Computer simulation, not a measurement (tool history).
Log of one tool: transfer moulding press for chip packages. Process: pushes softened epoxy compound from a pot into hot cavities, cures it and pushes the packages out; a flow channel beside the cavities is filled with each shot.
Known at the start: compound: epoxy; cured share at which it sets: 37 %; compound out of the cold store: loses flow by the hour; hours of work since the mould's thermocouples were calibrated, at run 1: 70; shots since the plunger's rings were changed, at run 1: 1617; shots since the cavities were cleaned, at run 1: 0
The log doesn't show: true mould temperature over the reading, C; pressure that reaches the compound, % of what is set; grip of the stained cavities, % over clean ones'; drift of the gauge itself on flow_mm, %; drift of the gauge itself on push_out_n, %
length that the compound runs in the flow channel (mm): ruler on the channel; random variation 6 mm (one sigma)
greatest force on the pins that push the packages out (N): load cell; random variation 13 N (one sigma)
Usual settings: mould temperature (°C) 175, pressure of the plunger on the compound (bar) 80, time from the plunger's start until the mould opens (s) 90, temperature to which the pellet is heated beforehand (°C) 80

run   hour  mould temperature (°C)  pressure of the plunger on the compound (bar)  time from the plunger's start until the mould opens (s)  temperature to which the pellet is heated beforehand (°C)  hours of work since the mould's thermocouples were calibrated  shots since the plunger's rings were changed  shots since the cavities were cleaned  incoming compound's hours out of the cold store  length that the compound runs in the flow channel (mm)  greatest force on the pins that push the packages out (N)
  1      0                     175                                             80                                                       90                                                         80                                                             70                                          1617                                      0                                               43                                                     826                                                        600
      48.1  -- cavities cleaned with cleaning compound and waxed
  2   74.9                     175                                             80                                                       90                                                         80                                                            110                                          2356                                    270                                             46.2                                                     795                                                        804
     100.5  -- cavities cleaned with cleaning compound and waxed
     148.7  -- cavities cleaned with cleaning compound and waxed
  3  159.9                     175                                             80                                                       90                                                         80                                                            154                                          3180                                    113                                             41.9                                                     799                                                        708
       203  -- cavities cleaned with cleaning compound and waxed
     252.9  -- cavities cleaned with cleaning compound and waxed
  4  258.5                     175                                             80                                                       90                                                         80                                                            207                                          4141                                     55                                             25.1                                                     861                                                        686
     297.8  -- plunger's sealing rings changed
     303.2  -- cavities cleaned with cleaning compound and waxed
  5  319.4                     175                                           87.7                                                       90                                                         80                                                            238                                           202                                    163                                             21.5                                                    1002                                                        752
     354.6  -- cavities cleaned with cleaning compound and waxed
  6    384                     175                                           87.7                                                       90                                                         80                                                            272                                           836                                    295                                             37.9                                                     909                                                        846
     405.8  -- cavities cleaned with cleaning compound and waxed
       457  -- cavities cleaned with cleaning compound and waxed
  7  463.5                     167                                             80                                                       90                                                         80                                                            314                                          1606                                     66                                             43.6                                                     861                                                       1096
     509.5  -- cavities cleaned with cleaning compound and waxed
  8  521.3                     167                                             80                                                       90                                                         80                                                            345                                          2172                                    118                                             44.4                                                     866                                                       1169
     559.2  -- cavities cleaned with cleaning compound and waxed
  9  568.6                     175                                             80                                                       90                                                         80                                                            370                                          2633                                     94                                             40.5                                                     814                                                        679
     607.9  -- cavities cleaned with cleaning compound and waxed
 10  647.5                     175                                             80                                                       90                                                         80                                                            412                                          3412                                    399                                             26.7                                                     869                                                        908
     658.4  -- mould's thermocouples calibrated
     659.9  -- cavities cleaned with cleaning compound and waxed
 11  693.4                     175                                             80                                                       90                                                         80                                                             18                                          3838                                    337                                             19.1                                                     902                                                        860
     706.5  -- cavities cleaned with cleaning compound and waxed
     756.6  -- cavities cleaned with cleaning compound and waxed
     766.5  -- plunger's sealing rings changed
 12  773.9                     175                                             80                                                       90                                                         80                                                             59                                            74                                    148                                             33.6                                                     895                                                        684
     811.2  -- cavities cleaned with cleaning compound and waxed
     858.9  -- cavities cleaned with cleaning compound and waxed
 13  858.9                     175                                             80                                                       90                                                         80                                                            104                                           899                                      0                                             20.9                                                     937                                                        588

Forecast run 14:
     913.4  -- cavities cleaned with cleaning compound and waxed
     925.9  -- mould's thermocouples calibrated, once more
 14  929.6                     168                                             80                                                       90                                                         80                                                              2                                          1575                                    143                                             30.9                                                       ?                                                          ?

{"run 14": {"length that the compound runs in the flow channel (mm)": 927, "greatest force on the pins that push the packages out (N)": 1301}}
Without the tool's hidden state the same run would have given length that the compound runs in the flow channel (mm) 957, greatest force on the pins that push the packages out (N) 1019.

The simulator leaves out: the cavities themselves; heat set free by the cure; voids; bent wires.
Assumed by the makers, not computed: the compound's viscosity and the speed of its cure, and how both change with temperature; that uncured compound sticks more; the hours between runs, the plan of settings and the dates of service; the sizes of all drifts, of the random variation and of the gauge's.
